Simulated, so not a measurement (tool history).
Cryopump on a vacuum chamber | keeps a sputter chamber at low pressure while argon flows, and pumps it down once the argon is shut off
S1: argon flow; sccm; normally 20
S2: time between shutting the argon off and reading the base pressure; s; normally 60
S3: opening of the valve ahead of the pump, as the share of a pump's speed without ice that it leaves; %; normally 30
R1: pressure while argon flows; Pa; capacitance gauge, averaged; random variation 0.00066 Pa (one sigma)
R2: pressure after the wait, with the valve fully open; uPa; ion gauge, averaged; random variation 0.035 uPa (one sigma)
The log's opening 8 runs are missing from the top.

Run 9, day 7.625: usual settings but S3 22 %. Result: R1 0.1515 Pa, R2 3.46 uPa.
Run 10, day 8.658: usual settings but S3 22 %. Result: R1 0.1517 Pa, R2 3.45 uPa.
Run 11, day 9.692: usual settings but S3 22 %. Result: R1 0.1526 Pa, R2 3.45 uPa.
Run 12, day 10.842: usual settings but S3 22 %. Result: R1 0.1532 Pa, R2 3.53 uPa.
Run 13, day 12.008: usual settings but S3 22 %. Result: R1 0.1524 Pa, R2 3.59 uPa.
Run 14, day 13.188: usual settings but S2 86 s, S3 22 %. Result: R1 0.1537 Pa, R2 3.07 uPa.
Run 15, day 14.046: usual settings but S2 86 s, S3 22 %. Result: R1 0.1532 Pa, R2 3.08 uPa.
Run 16, day 15.175: usual settings but S2 86 s, S3 22 %. Result: R1 0.1550 Pa, R2 3.16 uPa.
Run 17, day 15.767: usual settings but S2 86 s, S3 22 %. Result: R1 0.1539 Pa, R2 3.10 uPa.
Run 18, day 16.583: usual settings but S2 86 s, S3 22 %. Result: R1 0.1522 Pa, R2 3.12 uPa.
Run 19, day 17.662: usual settings but S1 12 sccm, S2 24 s, S3 22 %. Result: R1 0.0942 Pa, R2 6.09 uPa.
Run 20, day 18.583: usual settings but S1 28 sccm, S2 81 s, S3 58 %. Result: R1 0.0910 Pa, R2 3.23 uPa.
Run 21, day 19.696: usual settings but S1 25 sccm, S2 243 s, S3 48 %. Result: R1 0.0966 Pa, R2 2.36 uPa.
Run 22, day 21.050: usual settings but S1 30 sccm, S2 66 s, S3 45 %. Result: R1 0.1241 Pa, R2 3.54 uPa.
Run 23, day 22.104: usual settings but S1 30 sccm, S3 19 %. Result: R1 0.2683 Pa, R2 3.90 uPa.
Run 24, day 23.150: usual settings but S1 30 sccm, S3 19 %. Result: R1 0.2697 Pa, R2 3.82 uPa.
Run 25, day 24.054: usual settings but S1 23 sccm, S3 29 %. Result: R1 0.1399 Pa, R2 3.83 uPa.
Run 26, day 24.758: usual settings but S1 38 sccm, S2 196 s, S3 19 %. Result: R1 0.3409 Pa, R2 2.65 uPa.
Run 27, day 25.625: usual settings but S1 38 sccm, S2 196 s, S3 36 %. Result: R1 0.1924 Pa, R2 2.75 uPa.
Run 28, day 27.021: usual settings but S2 30 s, S3 48 %. Result: R1 0.0809 Pa, R2 5.56 uPa.
Run 29, day 28.129: usual settings but S1 31 sccm, S2 252 s. Result: R1 0.1871 Pa, R2 2.67 uPa.
Run 30, day 29.358: usual settings but S1 14 sccm, S2 25 s, S3 26 %. Result: R1 0.0953 Pa, R2 6.20 uPa.
Run 31, day 29.967: usual settings but S1 14 sccm, S2 25 s, S3 26 %. Result: R1 0.0961 Pa, R2 6.43 uPa.
Run 32, day 31.367: usual settings but S1 14 sccm, S2 25 s, S3 26 %. Result: R1 0.0964 Pa, R2 6.10 uPa.
Run 33, day 32.200: usual settings but S2 43 s. Result: R1 0.1212 Pa, R2 4.84 uPa.

4 ways to go on from here, each from the tool as it stands after run 33. What would each give?
Run A, day 33.321: usual settings but S2 64 s, S3 56 %. Result: R1 ?, R2 ?.
Run B, day 33.321: usual settings but S1 24 sccm, S2 42 s, S3 44 %. Result: R1 ?, R2 ?.
Run C, day 33.321: usual settings but S2 85 s, S3 59 %. Result: R1 ?, R2 ?.
Run D, day 33.321: usual settings but S1 13 sccm, S2 43 s, S3 15 %. Result: R1 ?, R2 ?.

run      R1    R2
  A  0.0729  4.04
  B  0.1072  4.90
  C  0.0714  3.68
  D  0.1494  4.87
The same runs, with their run-to-run variation unchanged, on a tool lacking any hidden condition would have given:
run      R1    R2
  A  0.0556  1.82
  B  0.0863  2.67
  C  0.0540  1.46
  D  0.1381  2.64
